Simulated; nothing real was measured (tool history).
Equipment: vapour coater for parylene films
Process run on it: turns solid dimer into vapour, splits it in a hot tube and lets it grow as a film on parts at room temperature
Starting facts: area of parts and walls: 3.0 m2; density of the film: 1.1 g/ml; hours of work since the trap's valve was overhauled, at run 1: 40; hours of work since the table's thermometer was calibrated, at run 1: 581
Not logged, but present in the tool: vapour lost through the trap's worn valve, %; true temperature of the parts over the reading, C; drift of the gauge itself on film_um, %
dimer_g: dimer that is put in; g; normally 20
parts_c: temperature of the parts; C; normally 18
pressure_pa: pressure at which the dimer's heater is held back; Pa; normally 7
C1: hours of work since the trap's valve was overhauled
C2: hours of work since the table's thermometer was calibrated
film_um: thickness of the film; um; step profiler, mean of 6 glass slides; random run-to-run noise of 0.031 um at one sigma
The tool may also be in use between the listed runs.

Run 1, hour 0: usual settings; C1 40; C2 581. Result: film_um 4.01 um.
Run 2, hour 26.3: usual settings; C1 54; C2 595. Result: film_um 4.08 um.
Run 3, hour 58.5: usual settings but parts_c 20 C; C1 72; C2 613. Result: film_um 3.86 um.
Run 4, hour 88.4: usual settings but pressure_pa 2.28 Pa; C1 88; C2 629. Result: film_um 4.94 um.
Run 5, hour 115.6: usual settings but pressure_pa 2.28 Pa; C1 103; C2 643. Result: film_um 4.87 um.
Run 6, hour 130.5: usual settings but pressure_pa 2.28 Pa; C1 111; C2 652. Result: film_um 4.85 um.
Run 7, hour 163.9: usual settings but parts_c 16 C; C1 129; C2 670. Result: film_um 4.17 um.
Run 8, hour 195.9: usual settings but parts_c 26 C; C1 146; C2 687. Result: film_um 3.3 um.
Run 9, hour 220.8: usual settings but parts_c 26 C; C1 160; C2 700. Result: film_um 3.33 um.
Run 10, hour 251.4: usual settings but parts_c 26 C; C1 176; C2 717. Result: film_um 3.32 um.
Run 11, hour 278.7: usual settings but parts_c 26 C; C1 191; C2 732. Result: film_um 3.33 um.
Run 12, hour 296.2: usual settings but parts_c 27 C; C1 200; C2 741. Result: film_um 3.26 um.
Run 13, hour 323.7: usual settings but dimer_g 12 g; C1 215; C2 756. Result: film_um 2.32 um.
Run 14, hour 358.8: usual settings but dimer_g 12 g; C1 234; C2 775. Result: film_um 2.34 um.
Run 15, hour 386.3: usual settings but parts_c 17 C; C1 249; C2 790. Result: film_um 3.96 um.
Run 16, hour 402: usual settings; C1 258; C2 798. Result: film_um 3.86 um.
Run 17, hour 435.5: usual settings; C1 276; C2 817. Result: film_um 3.91 um.
Run 18, hour 470.3: usual settings but dimer_g 17 g; C1 295; C2 835. Result: film_um 3.31 um.
Run 19, hour 497.2: usual settings; C1 309; C2 850. Result: film_um 3.87 um.
Run 20, hour 531.2: usual settings but dimer_g 26 g; C1 328; C2 868. Result: film_um 4.95 um.
Run 21, hour 551.9: usual settings but dimer_g 26 g, pressure_pa 10.88 Pa; C1 339; C2 880. Result: film_um 4.63 um.
Run 22, hour 577.3: usual settings but dimer_g 26 g, pressure_pa 10.88 Pa; C1 353; C2 893. Result: film_um 4.58 um.
Run 23, hour 597: usual settings but dimer_g 26 g, pressure_pa 10.88 Pa; C1 363; C2 904. Result: film_um 4.61 um.
Run 24, hour 632.3: usual settings but dimer_g 10 g, parts_c 19 C, pressure_pa 2.76 Pa; C1 382; C2 923. Result: film_um 2.19 um.
Run 25, hour 649: usual settings but dimer_g 23 g, parts_c 17 C, pressure_pa 5.89 Pa; C1 391; C2 932. Result: film_um 4.57 um.
Run 26, hour 678.7: usual settings but dimer_g 23 g, parts_c 19 C, pressure_pa 2.57 Pa; C1 407; C2 948. Result: film_um 5.15 um.
Run 27, hour 709.6: usual settings but dimer_g 28 g, parts_c 16 C, pressure_pa 2.57 Pa; C1 424; C2 965. Result: film_um 6.68 um.
Run 28, hour 731.4: usual settings but dimer_g 28 g, parts_c 16 C, pressure_pa 2.57 Pa; C1 436; C2 977. Result: film_um 6.58 um.
Run 29, hour 750.6: usual settings but dimer_g 28 g, parts_c 29 C, pressure_pa 5.93 Pa; C1 446; C2 987. Result: film_um 4.2 um.
Run 30, hour 775.4: usual settings but dimer_g 28 g, parts_c 29 C, pressure_pa 5.93 Pa; C1 460; C2 1000. Result: film_um 4.21 um.
Run 31, hour 810.8: usual settings but parts_c 17 C, pressure_pa 2 Pa; C1 479; C2 1020. Result: film_um 4.76 um.
At hour 813.4: table's thermometer calibrated.
Run 32, hour 828.6: usual settings but dimer_g 9 g, parts_c 24 C, pressure_pa 2 Pa; C1 488; C2 8. Result: film_um 1.84 um.
Run 33, hour 861.1: usual settings but dimer_g 9 g, parts_c 24 C, pressure_pa 2 Pa; C1 506; C2 26. Result: film_um 1.85 um.
Run 34, hour 886.3: usual settings but dimer_g 35 g, parts_c 24 C, pressure_pa 4.12 Pa; C1 519; C2 39. Result: film_um 6.3 um.
Run 35, hour 902.6: usual settings but parts_c 17 C, pressure_pa 3.72 Pa; C1 528; C2 48. Result: film_um 4.23 um.
Run 36, hour 918.8: usual settings but parts_c 19 C, pressure_pa 3.33 Pa; C1 537; C2 57. Result: film_um 4.19 um.
Run 37, hour 949: usual settings but dimer_g 14 g; C1 553; C2 73. Result: film_um 2.64 um.
Run 38, hour 976.1: usual settings but dimer_g 14 g, parts_c 10 C, pressure_pa 6.39 Pa; C1 568; C2 88. Result: film_um 3.19 um.
At hour 988.8: table's thermometer calibrated, once more.
Run 39, hour 1010.1: usual settings but dimer_g 14 g, parts_c 10 C, pressure_pa 6.39 Pa; C1 586; C2 12. Result: film_um 3.1 um.
Run 40, hour 1030.2: usual settings but dimer_g 18 g, parts_c 25 C, pressure_pa 6.39 Pa; C1 597; C2 22. Result: film_um 2.82 um.
Run 41, hour 1046: usual settings but dimer_g 18 g, parts_c 10 C, pressure_pa 6.44 Pa; C1 605; C2 31. Result: film_um 3.91 um.
Run 42, hour 1062: usual settings but dimer_g 18 g, parts_c 10 C, pressure_pa 6.44 Pa; C1 614; C2 40. Result: film_um 3.94 um.
Run 43, hour 1084.8: usual settings but dimer_g 29 g, parts_c 21 C, pressure_pa 9.36 Pa; C1 626; C2 52. Result: film_um 4.64 um.
At hour 1107.9: trap's valve overhauled.
Run 44, hour 1110.2: usual settings but dimer_g 29 g, parts_c 21 C, pressure_pa 9.36 Pa; C1 1; C2 64. Result: film_um 5.22 um.
Run 45, hour 1136.5: usual settings but dimer_g 24 g, parts_c 14 C; C1 15; C2 78. Result: film_um 5.27 um.
Run 46, hour 1161.1: usual settings but dimer_g 10 g, parts_c 19 C; C1 29; C2 91. Result: film_um 1.98 um.

Alternative continuations, all from the tool just after run 46; predict every row:
Run A, hour 1192.4: usual settings but dimer_g 12 g, parts_c 26 C, pressure_pa 2.44 Pa; C1 46; C2 108. Result: film_um ?.
Run B, hour 1192.4: usual settings but dimer_g 11 g, parts_c 25 C; C1 46; C2 108. Result: film_um ?.
Run C, hour 1192.4: usual settings but dimer_g 13 g, parts_c 19 C, pressure_pa 2.89 Pa; C1 46; C2 108. Result: film_um ?.

run  film_um
  A     2.39
  B      1.9
  C     2.98
Without the tool's hidden state the same runs would have given:
run  film_um
  A     2.41
  B     1.92
  C     3.01

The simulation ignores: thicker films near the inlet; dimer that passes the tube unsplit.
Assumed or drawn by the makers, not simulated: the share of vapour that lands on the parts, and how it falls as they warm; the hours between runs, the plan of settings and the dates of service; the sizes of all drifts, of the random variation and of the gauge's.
